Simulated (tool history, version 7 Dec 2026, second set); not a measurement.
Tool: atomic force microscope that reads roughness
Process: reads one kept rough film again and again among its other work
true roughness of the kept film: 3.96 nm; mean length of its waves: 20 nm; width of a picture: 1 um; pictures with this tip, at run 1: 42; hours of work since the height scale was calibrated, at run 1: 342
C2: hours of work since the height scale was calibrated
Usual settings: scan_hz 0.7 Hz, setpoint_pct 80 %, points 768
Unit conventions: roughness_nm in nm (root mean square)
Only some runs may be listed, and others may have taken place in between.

run 1 hour=0 | scan_hz=0.7 setpoint_pct=80 points=768 | pictures_with_this_tip=42 C2=342 | roughness_nm=2.465
run 2 hour=28.3 | scan_hz=0.7 setpoint_pct=80 points=768 | pictures_with_this_tip=68 C2=354 | roughness_nm=2.208
run 3 hour=47.7 | scan_hz=0.7 setpoint_pct=80 points=768 | pictures_with_this_tip=86 C2=363 | roughness_nm=2.036
-- hour=52.4 new tip fitted
run 4 hour=66.4 | scan_hz=0.7 setpoint_pct=80 points=768 | pictures_with_this_tip=13 C2=370 | roughness_nm=2.672
run 5 hour=88.5 | scan_hz=0.7 setpoint_pct=80 points=768 | pictures_with_this_tip=33 C2=380 | roughness_nm=2.432
run 6 hour=105.3 | scan_hz=2.107 setpoint_pct=80 points=406 | pictures_with_this_tip=48 C2=387 | roughness_nm=2.021

For run 7, what comes out?
-- hour=109.2 height scale calibrated on a step standard
run 7 hour=127 | scan_hz=2.054 setpoint_pct=80 points=543 | pictures_with_this_tip=67 C2=7 | roughness_nm=?

roughness_nm: 1.882 nm (root mean square)
Had the tool carried no hidden state, the very same run would have given roughness_nm 2.619 nm (root mean square).
